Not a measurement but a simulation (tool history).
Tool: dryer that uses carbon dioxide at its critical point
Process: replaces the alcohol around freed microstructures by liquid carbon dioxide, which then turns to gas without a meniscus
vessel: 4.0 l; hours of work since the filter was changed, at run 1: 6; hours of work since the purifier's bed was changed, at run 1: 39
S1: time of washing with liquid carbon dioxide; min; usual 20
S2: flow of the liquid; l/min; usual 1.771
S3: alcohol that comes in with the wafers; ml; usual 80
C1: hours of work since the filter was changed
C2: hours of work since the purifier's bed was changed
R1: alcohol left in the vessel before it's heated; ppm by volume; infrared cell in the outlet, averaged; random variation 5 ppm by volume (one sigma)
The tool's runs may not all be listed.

{"run": 1, "hour": 0.0, "S1": 20, "S2": 1.771, "S3": 80, "C1": 6, "C2": 39, "R1": 36}
{"run": 2, "hour": 34.6, "S1": 20, "S2": 1.771, "S3": 80, "C1": 29, "C2": 61, "R1": 48}
{"run": 3, "hour": 89.3, "S1": 20, "S2": 1.99, "S3": 80, "C1": 64, "C2": 97, "R1": 45}
{"run": 4, "hour": 135.6, "S1": 20, "S2": 1.99, "S3": 80, "C1": 95, "C2": 127, "R1": 65}
{"run": 5, "hour": 161.8, "S1": 20, "S2": 1.99, "S3": 80, "C1": 112, "C2": 145, "R1": 75}
{"run": 6, "hour": 194.8, "S1": 20, "S2": 1.771, "S3": 80, "C1": 133, "C2": 166, "R1": 89}
{"run": 7, "hour": 218.0, "S1": 20, "S2": 1.771, "S3": 80, "C1": 149, "C2": 181, "R1": 93}
{"run": 8, "hour": 240.8, "S1": 15, "S2": 2.29, "S3": 58, "C1": 164, "C2": 196, "R1": 105}
{"run": 9, "hour": 263.1, "S1": 27, "S2": 1.55, "S3": 30, "C1": 178, "C2": 211, "R1": 80}
{"run": 10, "hour": 312.4, "S1": 19, "S2": 1.11, "S3": 64, "C1": 210, "C2": 243, "R1": 407}
{"run": 11, "hour": 337.8, "S1": 19, "S2": 1.11, "S3": 64, "C1": 227, "C2": 260, "R1": 413}
{"run": 12, "hour": 364.2, "S1": 20, "S2": 1.1, "S3": 75, "C1": 244, "C2": 277, "R1": 433}

Forecast each of these 5 alternatives for the next run:
{"run": "A", "hour": 386.4, "S1": 17, "S2": 1.1, "S3": 21, "C1": 259, "C2": 292, "R1": "?"}
{"run": "B", "hour": 386.4, "S1": 20, "S2": 2.68, "S3": 80, "C1": 259, "C2": 292, "R1": "?"}
{"run": "C", "hour": 386.4, "S1": 15, "S2": 1.87, "S3": 74, "C1": 259, "C2": 292, "R1": "?"}
{"run": "D", "hour": 386.4, "S1": 16, "S2": 2.88, "S3": 39, "C1": 259, "C2": 292, "R1": "?"}
{"run": "E", "hour": 386.4, "S1": 16, "S2": 2.09, "S3": 80, "C1": 259, "C2": 292, "R1": "?"}

run=A R1=286
run=B R1=116
run=C R1=220
run=D R1=115
run=E R1=152
Without the tool's hidden state the same runs would have given:
run=A R1=122
run=B R1=6
run=C R1=65
run=D R1=5
run=E R1=26
